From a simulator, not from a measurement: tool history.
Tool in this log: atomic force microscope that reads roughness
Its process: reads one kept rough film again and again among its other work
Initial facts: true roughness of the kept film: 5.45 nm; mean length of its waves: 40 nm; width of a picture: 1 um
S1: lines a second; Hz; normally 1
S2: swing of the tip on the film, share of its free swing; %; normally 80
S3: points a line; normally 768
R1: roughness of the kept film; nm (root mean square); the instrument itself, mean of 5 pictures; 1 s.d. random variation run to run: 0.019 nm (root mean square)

run 1 hour=0 | S1=1 S2=80 S3=768 | R1=4.441
run 2 hour=16 | S1=1 S2=80 S3=768 | R1=4.378
run 3 hour=25.6 | S1=1 S2=80 S3=768 | R1=4.387
run 4 hour=40.9 | S1=1 S2=80 S3=768 | R1=4.322
run 5 hour=52.9 | S1=1 S2=80 S3=1011 | R1=4.273
run 6 hour=60.1 | S1=1 S2=80 S3=1011 | R1=4.246
run 7 hour=74.2 | S1=1 S2=80 S3=1011 | R1=4.217
run 8 hour=89.2 | S1=1 S2=68 S3=768 | R1=4.408
run 9 hour=100.8 | S1=1 S2=68 S3=768 | R1=4.349
-- hour=106.4 new tip fitted
run 10 hour=109.8 | S1=1 S2=68 S3=768 | R1=4.731
run 11 hour=126.9 | S1=1 S2=68 S3=768 | R1=4.719
run 12 hour=140.9 | S1=1 S2=85 S3=614 | R1=4.309
run 13 hour=153.8 | S1=1 S2=71 S3=269 | R1=4.489
run 14 hour=162.8 | S1=1 S2=65 S3=477 | R1=4.66
run 15 hour=178.5 | S1=1 S2=65 S3=477 | R1=4.591
run 16 hour=194.9 | S1=1 S2=65 S3=477 | R1=4.515
run 17 hour=204.5 | S1=1 S2=68 S3=672 | R1=4.404
run 18 hour=212.1 | S1=1 S2=68 S3=672 | R1=4.42
run 19 hour=222.7 | S1=1.39 S2=87 S3=560 | R1=3.799

3 ways to go on from here, each from the tool as it stands after run 19. What would each give?
run A hour=233.5 | S1=0.81 S2=56 S3=768 | R1=?
run B hour=233.5 | S1=1.01 S2=61 S3=395 | R1=?
run C hour=233.5 | S1=2.63 S2=80 S3=768 | R1=?

run=A R1=4.51
run=B R1=4.391
run=C R1=3.504
With no hidden state in the tool, these same runs would have given:
run=A R1=4.998
run=B R1=4.865
run=C R1=3.884
